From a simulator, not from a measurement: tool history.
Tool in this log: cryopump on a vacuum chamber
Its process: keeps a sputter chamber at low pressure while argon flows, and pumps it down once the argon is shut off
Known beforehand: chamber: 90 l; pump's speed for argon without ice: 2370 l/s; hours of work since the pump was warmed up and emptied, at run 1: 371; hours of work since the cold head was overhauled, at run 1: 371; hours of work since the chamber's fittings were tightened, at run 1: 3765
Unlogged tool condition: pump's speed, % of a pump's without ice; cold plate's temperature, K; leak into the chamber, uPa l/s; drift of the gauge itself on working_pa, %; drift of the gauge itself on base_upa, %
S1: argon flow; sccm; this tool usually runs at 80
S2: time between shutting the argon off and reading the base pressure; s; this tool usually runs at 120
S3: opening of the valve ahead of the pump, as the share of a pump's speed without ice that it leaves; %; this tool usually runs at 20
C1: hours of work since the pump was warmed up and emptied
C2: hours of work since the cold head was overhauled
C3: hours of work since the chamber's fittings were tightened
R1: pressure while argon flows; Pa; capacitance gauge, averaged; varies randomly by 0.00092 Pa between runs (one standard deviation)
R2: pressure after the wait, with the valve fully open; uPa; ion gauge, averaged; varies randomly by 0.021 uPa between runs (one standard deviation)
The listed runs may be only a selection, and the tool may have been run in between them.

Run 1, hour 0.0: usual settings; C1 371; C2 371; C3 3765. Result: R1 0.2979 Pa, R2 1.29 uPa.
At hour 8.2: leaking fittings of the chamber tightened, without venting.
Run 2, hour 20.0: usual settings; C1 386; C2 386; C3 10. Result: R1 0.2995 Pa, R2 0.53 uPa.
At hour 33.4: pump warmed up, emptied and cooled again.
Run 3, hour 41.0: usual settings; C1 6; C2 399; C3 23. Result: R1 0.2863 Pa, R2 0.47 uPa.
Run 4, hour 49.4: usual settings; C1 13; C2 406; C3 30. Result: R1 0.2859 Pa, R2 0.53 uPa.
Run 5, hour 67.7: usual settings; C1 28; C2 421; C3 45. Result: R1 0.2869 Pa, R2 0.52 uPa.
Run 6, hour 77.2: usual settings but S3 38 %; C1 36; C2 429; C3 52. Result: R1 0.1506 Pa, R2 0.51 uPa.
Run 7, hour 93.5: usual settings but S1 123 sccm, S3 38 %; C1 49; C2 442; C3 66. Result: R1 0.2337 Pa, R2 0.52 uPa.
Run 8, hour 112.0: usual settings but S1 123 sccm, S3 38 %; C1 64; C2 457; C3 81. Result: R1 0.2349 Pa, R2 0.53 uPa.
Run 9, hour 126.5: usual settings; C1 76; C2 469; C3 93. Result: R1 0.2883 Pa, R2 0.53 uPa.
Run 10, hour 138.5: usual settings; C1 86; C2 479; C3 103. Result: R1 0.2879 Pa, R2 0.53 uPa.
Run 11, hour 154.1: usual settings but S1 35 sccm, S2 41 s, S3 37 %; C1 99; C2 492; C3 116. Result: R1 0.0689 Pa, R2 1.19 uPa.
Run 12, hour 164.6: usual settings but S1 35 sccm, S2 41 s, S3 21 %; C1 108; C2 501; C3 124. Result: R1 0.1207 Pa, R2 1.24 uPa.
Run 13, hour 182.7: usual settings but S1 58 sccm, S2 169 s, S3 35 %; C1 122; C2 516; C3 139. Result: R1 0.1216 Pa, R2 0.46 uPa.
Run 14, hour 201.3: usual settings but S1 67 sccm, S2 51 s, S3 40 %; C1 138; C2 531; C3 154. Result: R1 0.1233 Pa, R2 1.00 uPa.
Run 15, hour 218.3: usual settings but S1 34 sccm, S2 139 s; C1 152; C2 545; C3 168. Result: R1 0.1226 Pa, R2 0.54 uPa.
Run 16, hour 227.3: usual settings but S1 50 sccm, S2 25 s, S3 22 %; C1 159; C2 552; C3 176. Result: R1 0.1644 Pa, R2 1.80 uPa.
Run 17, hour 241.2: usual settings but S1 50 sccm, S2 25 s, S3 22 %; C1 170; C2 563; C3 187. Result: R1 0.1655 Pa, R2 1.86 uPa.

Branching from run 17: 5 alternative next runs. What would each branch give?
Run A, hour 257.8: usual settings but S3 60 %; C1 184; C2 577; C3 201. Result: R1 ?, R2 ?.
Run B, hour 257.8: usual settings but S1 151 sccm; C1 184; C2 577; C3 201. Result: R1 ?, R2 ?.
Run C, hour 257.8: usual settings but S2 26 s, S3 25 %; C1 184; C2 577; C3 201. Result: R1 ?, R2 ?.
Run D, hour 257.8: usual settings but S2 250 s; C1 184; C2 577; C3 201. Result: R1 ?, R2 ?.
Run E, hour 257.8: usual settings but S1 110 sccm; C1 184; C2 577; C3 201. Result: R1 ?, R2 ?.

run      R1    R2
  A  0.1014  0.54
  B  0.5468  0.57
  C  0.2338  1.70
  D  0.2908  0.41
  E  0.4006  0.56
Take away the tool's hidden state, keep each run's random variation, and the runs would have read:
run      R1    R2
  A  0.0956  0.45
  B  0.5360  0.48
  C  0.2280  1.61
  D  0.2850  0.31
  E  0.3926  0.47

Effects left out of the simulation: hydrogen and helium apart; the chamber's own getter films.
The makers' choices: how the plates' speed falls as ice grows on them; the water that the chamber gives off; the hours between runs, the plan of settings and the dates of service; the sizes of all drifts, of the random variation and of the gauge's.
